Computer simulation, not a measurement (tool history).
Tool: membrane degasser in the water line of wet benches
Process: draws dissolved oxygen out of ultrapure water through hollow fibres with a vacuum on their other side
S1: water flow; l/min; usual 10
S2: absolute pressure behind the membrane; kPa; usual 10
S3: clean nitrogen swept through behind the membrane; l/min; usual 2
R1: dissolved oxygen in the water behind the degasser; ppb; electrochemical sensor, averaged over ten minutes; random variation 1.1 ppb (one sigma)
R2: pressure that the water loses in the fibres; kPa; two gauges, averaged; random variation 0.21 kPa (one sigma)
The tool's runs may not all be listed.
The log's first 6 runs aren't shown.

run 7 day=41.358 | S1=10 S2=10 S3=2 | R1=118.5 R2=51.6
run 8 day=47.038 | S1=10 S2=10 S3=2 | R1=119.8 R2=51.6
run 9 day=52.296 | S1=10 S2=10 S3=2 | R1=118.8 R2=51.09
run 10 day=60.533 | S1=10 S2=10 S3=2 | R1=121.8 R2=52.02
run 11 day=65.5 | S1=10 S2=11.2 S3=2 | R1=133.2 R2=51.98
run 12 day=72.508 | S1=10 S2=22.5 S3=2 | R1=274.5 R2=51.33
run 13 day=78.558 | S1=10 S2=22.5 S3=2 | R1=275.5 R2=51.62
run 14 day=82.533 | S1=10 S2=6.9 S3=2 | R1=80.5 R2=51.58
run 15 day=87.946 | S1=10 S2=6.9 S3=2 | R1=79.9 R2=51.39
run 16 day=96.292 | S1=10 S2=10 S3=2 | R1=118.1 R2=51.31
run 17 day=103.392 | S1=10 S2=10 S3=2 | R1=120.6 R2=51.31
run 18 day=107.821 | S1=10 S2=10 S3=2 | R1=119.3 R2=51.25
run 19 day=114.479 | S1=10 S2=10 S3=1.86 | R1=126.6 R2=51.33
run 20 day=119.042 | S1=7 S2=9.9 S3=1.14 | R1=127.3 R2=36.06
run 21 day=122.808 | S1=7 S2=13.1 S3=2 | R1=112.5 R2=35.89
run 22 day=127.362 | S1=7 S2=6.7 S3=2 | R1=49.9 R2=36.19
run 23 day=133.917 | S1=7 S2=6.7 S3=2 | R1=51.4 R2=36.56
run 24 day=142.808 | S1=11 S2=18 S3=2 | R1=241.3 R2=56.84
run 25 day=146.812 | S1=11 S2=22.2 S3=3.33 | R1=202.9 R2=56.9
-- day=149.25 seals of the vacuum lines changed
run 26 day=153.012 | S1=10 S2=16.9 S3=2 | R1=199.8 R2=51.97

Run 27 comes next. What will it give?
run 27 day=158.938 | S1=10 S2=21.2 S3=3.42 | R1=? R2=?

Run 27 gave R1 161.8 ppb, R2 51.7 kPa.
Without the tool's hidden state the same run would have given R1 157 ppb, R2 50.88 kPa.
